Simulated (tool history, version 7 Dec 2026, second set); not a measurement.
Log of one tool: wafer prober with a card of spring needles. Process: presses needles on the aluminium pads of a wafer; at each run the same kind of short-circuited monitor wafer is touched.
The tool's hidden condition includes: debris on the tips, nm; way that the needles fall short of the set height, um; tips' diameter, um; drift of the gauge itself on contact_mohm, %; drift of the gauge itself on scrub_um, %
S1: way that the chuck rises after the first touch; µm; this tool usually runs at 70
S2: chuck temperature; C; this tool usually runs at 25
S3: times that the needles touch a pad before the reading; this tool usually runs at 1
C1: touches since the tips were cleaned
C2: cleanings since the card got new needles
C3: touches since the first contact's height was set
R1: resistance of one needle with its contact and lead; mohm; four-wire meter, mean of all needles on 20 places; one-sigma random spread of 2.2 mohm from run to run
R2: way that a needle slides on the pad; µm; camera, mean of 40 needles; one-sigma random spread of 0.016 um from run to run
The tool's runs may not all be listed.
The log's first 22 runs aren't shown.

| run | day | S1 | S2 | S3 | C1 | C2 | C3 | R1 | R2 |
|---|---|---|---|---|---|---|---|---|---|
| 23 | 6.075 | 70 | 79 | 1 | 5762 | 6 | 46620 | 262 | 13.94 |
|  | 6.217 | tips cleaned on abrasive film |
| 24 | 6.358 | 51 | 79 | 1 | 1061 | 7 | 48681 | 265 | 10.17 |
| 25 | 6.529 | 60 | 63 | 2 | 2312 | 7 | 49932 | 258 | 11.95 |
| 26 | 6.758 | 65 | 63 | 2 | 3977 | 7 | 51597 | 258 | 12.97 |
| 27 | 6.929 | 88 | 60 | 2 | 5224 | 7 | 52844 | 259 | 17.55 |
|  | 7.154 | tips cleaned on abrasive film |
| 28 | 7.296 | 88 | 60 | 2 | 1018 | 8 | 55505 | 251 | 17.57 |
| 29 | 7.546 | 87 | 73 | 2 | 2855 | 8 | 57342 | 256 | 17.34 |
| 30 | 7.925 | 62 | 25 | 2 | 5630 | 8 | 60117 | 249 | 12.36 |
|  | 8.083 | tips cleaned on abrasive film |
| 31 | 8.188 | 70 | 47 | 2 | 774 | 9 | 62011 | 254 | 13.96 |
| 32 | 8.55 | 68 | 64 | 1 | 3435 | 9 | 64672 | 255 | 13.56 |
| 33 | 8.783 | 79 | 28 | 2 | 5130 | 9 | 66367 | 249 | 15.76 |
|  | 9.008 | tips cleaned on abrasive film |
| 34 | 9.008 | 79 | 28 | 2 | 0 | 10 | 68006 | 245 | 15.75 |

Alternative continuations, all from the tool just after run 34; predict every row:
| A | 9.388 | 66 | 55 | 1 | 2754 | 10 | 70760 | ? | ? |
| B | 9.388 | 61 | 48 | 1 | 2754 | 10 | 70760 | ? | ? |
| C | 9.388 | 81 | 72 | 1 | 2754 | 10 | 70760 | ? | ? |
| D | 9.388 | 63 | 28 | 3 | 2754 | 10 | 70760 | ? | ? |
| E | 9.388 | 77 | 29 | 3 | 2754 | 10 | 70760 | ? | ? |

| run | R1 | R2 |
|---|---|---|
| A | 254 | 13.17 |
| B | 251 | 12.17 |
| C | 255 | 16.16 |
| D | 245 | 12.54 |
| E | 249 | 15.36 |
Without the tool's hidden state the same runs would have given:
| run | R1 | R2 |
|---|---|---|
| A | 254 | 13.17 |
| B | 250 | 12.17 |
| C | 255 | 16.16 |
| D | 245 | 12.54 |
| E | 249 | 15.36 |

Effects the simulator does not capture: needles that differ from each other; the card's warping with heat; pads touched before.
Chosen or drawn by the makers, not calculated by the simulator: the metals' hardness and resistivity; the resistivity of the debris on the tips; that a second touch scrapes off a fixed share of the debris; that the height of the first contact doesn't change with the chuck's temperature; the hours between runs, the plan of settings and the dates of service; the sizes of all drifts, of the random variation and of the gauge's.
